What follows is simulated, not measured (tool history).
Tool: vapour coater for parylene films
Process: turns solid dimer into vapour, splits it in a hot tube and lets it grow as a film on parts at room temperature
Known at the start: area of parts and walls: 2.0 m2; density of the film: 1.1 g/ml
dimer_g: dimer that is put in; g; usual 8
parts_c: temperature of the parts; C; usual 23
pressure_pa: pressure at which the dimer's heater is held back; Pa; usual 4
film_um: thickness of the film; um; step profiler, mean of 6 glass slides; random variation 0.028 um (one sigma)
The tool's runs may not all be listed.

run	day	dimer_g	parts_c	pressure_pa	film_um
1	0	8	23	4	2.32
2	0.488	8	23	4	2.32
3	1.012	8	23	4	2.3
4	1.642	8	23	4	2.26
5	2.083	8	23	4	2.29
6	2.675	8	21	4	2.39
7	3.054	8	23	10.72	1.79
8	3.683	8	23	10.72	1.79
9	4.083	8	23	4	2.28
10	4.554	8	23	4	2.28
11	5.008	8	23	4	2.29
12	5.379	8	23	4	2.26
13	5.842	8	23	4	2.27
14	6.471	8	23	3.83	2.29
15	7.017	8	23	3.83	2.31
16	7.404	8	23	3.83	2.26
17	8.033	12	23	4	3.38
18	8.467	8	31	4	1.84
19	9.05	8	31	4	1.86
20	9.508	8	23	4	2.27
21	10.138	8	23	4	2.26
22	10.446	8	23	4	2.25
23	10.825	8	23	4	2.26
24	11.142	3	18	4	0.93
25	11.658	3	18	4	0.99
26	12.254	4	20	9.69	1.02
27	12.821	4	18	4	1.26
28	13.338	4	18	4	1.26
29	13.767	5	23	9.22	1.13
30	14.133	5	23	9.22	1.14
31	14.625	5	23	10.37	1.08
32	15.092	8	23	7.14	1.94
33	15.375	8	23	7.14	1.95
34	16.012	5	18	4.56	1.56
35	16.35	5	18	4.56	1.52
36	16.867	8	19	4	2.42
37	17.271	8	19	4	2.45
38	17.758	8	28	4.09	1.96
39	18.183	4	23	9.87	0.89
40	18.596	5	23	4.56	1.32
41	19.075	5	23	4.56	1.29

4 ways to go on from here, each from the tool as it stands after run 41. What would each give?
A	19.45	3	28	3.94	?
B	19.45	8	23	7.9	?
C	19.45	8	20	4	?
D	19.45	5	19	4.56	?

run	film_um
A	0.72
B	1.89
C	2.37
D	1.48
Without the tool's hidden state the same runs would have given:
run	film_um
A	0.78
B	2.06
C	2.58
D	1.62
